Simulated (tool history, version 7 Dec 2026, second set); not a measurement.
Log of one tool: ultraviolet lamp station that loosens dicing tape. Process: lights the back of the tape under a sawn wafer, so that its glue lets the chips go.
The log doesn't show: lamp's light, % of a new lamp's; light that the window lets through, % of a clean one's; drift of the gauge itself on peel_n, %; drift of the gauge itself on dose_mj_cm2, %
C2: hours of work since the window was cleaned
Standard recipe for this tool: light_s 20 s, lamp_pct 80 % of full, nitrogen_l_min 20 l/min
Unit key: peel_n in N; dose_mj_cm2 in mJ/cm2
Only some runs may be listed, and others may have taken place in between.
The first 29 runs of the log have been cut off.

run 30 hour=849.7 | light_s=14 lamp_pct=80 nitrogen_l_min=16 | hours_of_work_of_the_lamp=670 C2=467 | peel_n=2.467 dose_mj_cm2=290
run 31 hour=878.6 | light_s=25 lamp_pct=66 nitrogen_l_min=21 | hours_of_work_of_the_lamp=686 C2=483 | peel_n=1.015 dose_mj_cm2=424
run 32 hour=903.5 | light_s=37 lamp_pct=87 nitrogen_l_min=18 | hours_of_work_of_the_lamp=700 C2=497 | peel_n=0.225 dose_mj_cm2=842
run 33 hour=922.7 | light_s=37 lamp_pct=87 nitrogen_l_min=18 | hours_of_work_of_the_lamp=710 C2=507 | peel_n=0.234 dose_mj_cm2=829
run 34 hour=952.3 | light_s=37 lamp_pct=87 nitrogen_l_min=18 | hours_of_work_of_the_lamp=727 C2=524 | peel_n=0.236 dose_mj_cm2=831
run 35 hour=982.5 | light_s=25 lamp_pct=87 nitrogen_l_min=20 | hours_of_work_of_the_lamp=743 C2=540 | peel_n=0.528 dose_mj_cm2=564
run 36 hour=1006.8 | light_s=25 lamp_pct=89 nitrogen_l_min=8 | hours_of_work_of_the_lamp=757 C2=554 | peel_n=1.192 dose_mj_cm2=577
run 37 hour=1033.8 | light_s=20 lamp_pct=87 nitrogen_l_min=32 | hours_of_work_of_the_lamp=771 C2=568 | peel_n=0.644 dose_mj_cm2=450
run 38 hour=1065.2 | light_s=13 lamp_pct=87 nitrogen_l_min=8 | hours_of_work_of_the_lamp=789 C2=586 | peel_n=3.282 dose_mj_cm2=291
-- hour=1090.2 window cleaned of glue's vapour
run 39 hour=1090.2 | light_s=13 lamp_pct=75 nitrogen_l_min=8 | hours_of_work_of_the_lamp=802 C2=0 | peel_n=3.982 dose_mj_cm2=252
run 40 hour=1130.1 | light_s=19 lamp_pct=95 nitrogen_l_min=20 | hours_of_work_of_the_lamp=824 C2=22 | peel_n=0.849 dose_mj_cm2=472

The next listed run, before its measurement:
run 41 hour=1165.8 | light_s=19 lamp_pct=95 nitrogen_l_min=20 | hours_of_work_of_the_lamp=844 C2=42 | peel_n=? dose_mj_cm2=?

{"run 41": {"peel_n": 0.818, "dose_mj_cm2": 464}}
Were there no unlogged condition in the tool, this run, its random variation unchanged, would have produced peel_n 0.814 N, dose_mj_cm2 465 mJ/cm2.
